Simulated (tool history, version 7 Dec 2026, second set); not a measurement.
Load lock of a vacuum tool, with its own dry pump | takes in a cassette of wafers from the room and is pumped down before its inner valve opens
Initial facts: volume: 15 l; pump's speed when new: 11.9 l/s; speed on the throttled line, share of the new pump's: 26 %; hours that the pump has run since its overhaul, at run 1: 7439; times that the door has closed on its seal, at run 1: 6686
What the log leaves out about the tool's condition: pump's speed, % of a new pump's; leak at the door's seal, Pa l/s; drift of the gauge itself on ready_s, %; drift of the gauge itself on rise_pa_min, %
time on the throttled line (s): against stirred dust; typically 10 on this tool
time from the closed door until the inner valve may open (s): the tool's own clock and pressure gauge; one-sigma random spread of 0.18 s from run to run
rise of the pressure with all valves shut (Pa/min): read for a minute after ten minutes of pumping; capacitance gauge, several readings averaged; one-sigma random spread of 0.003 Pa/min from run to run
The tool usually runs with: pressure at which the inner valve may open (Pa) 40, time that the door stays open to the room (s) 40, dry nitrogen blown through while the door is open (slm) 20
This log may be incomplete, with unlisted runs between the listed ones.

run,hour,time on the throttled line (s),pressure at which the inner valve may open (Pa),time that the door stays open to the room (s),dry nitrogen blown through while the door is open (slm),hours that the pump has run since its overhaul,times that the door has closed on its seal,"incoming humidity of the room's air, %",time from the closed door until the inner valve may open (s),rise of the pressure with all valves shut (Pa/min)
1,0,10,40,40,20,7439,6686,44.3,17.9,0.046
2,50.5,10,40,40,20,7489,6785,48.6,18,0.046
3,92.4,10,40,40,20,7531,6867,40.8,18.1,0.051
4,154.9,10,40,40,20,7594,6989,42.3,18.1,0.049
5,198.9,10,40,40,20,7638,7075,40.2,18,0.051
6,280.4,10,40,40,20,7719,7234,45.6,18.2,0.054
7,322.7,10,40,40,20,7762,7317,45,18.2,0.054
8,413.4,10,40,40,4,7852,7494,46,18.2,0.078
9,488.6,10,40,40,20,7928,7640,44.5,18.6,0.056
10,555,10,40,40,20,7994,7770,48.5,18.3,0.06
11,604,10,40,40,20,8043,7866,43,17.9,0.053
12,644.4,10,40,59,20,8083,7945,48.7,18.4,0.061
13,730.4,10,40,40,20,8169,8112,47.7,18.5,0.059
14,772.8,10,32,40,20,8212,8195,43.6,18.7,0.055
15,836.2,10,69,28,10,8275,8319,45.1,17.4,0.06
16,888.6,10,46,40,19,8327,8421,45.6,18.2,0.056
17,938,18,46,40,19,8377,8518,45.1,23.6,0.056
18,1023.6,9,36,40,19,8462,8685,44.9,17.4,0.064
19,1061.7,10,40,40,12,8501,8759,46.5,18.2,0.067
20,1108.3,9,56,72,9,8547,8850,46.8,17.4,0.092
21,1186,9,45,72,9,8625,9002,42.1,17.3,0.079
22,1277,9,45,72,9,8716,9180,49,17.5,0.094
23,1337.4,17,48,44,34,8776,9298,43.8,23,0.047
24,1423.4,17,48,44,34,8862,9466,45.5,22.7,0.054
25,1494,10,29,119,20,8933,9603,45.7,18.7,0.086

Predict each of these 4 candidate next runs independently; none follows another, all start after run 25:
A,1532.9,10,41,29,5,8972,9679,44.7,?,?
B,1532.9,10,40,40,31,8972,9679,47.2,?,?
C,1532.9,10,29,27,9,8972,9679,45.3,?,?
D,1532.9,7,40,64,25,8972,9679,44.2,?,?

run,time from the closed door until the inner valve may open (s),rise of the pressure with all valves shut (Pa/min)
A,18.4,0.08
B,18.3,0.055
C,18.7,0.067
D,16.5,0.061
With the hidden condition removed and each run's random variation left untouched, the same runs would have given:
run,time from the closed door until the inner valve may open (s),rise of the pressure with all valves shut (Pa/min)
A,17.4,0.051
B,17.3,0.026
C,17.7,0.038
D,15.4,0.032
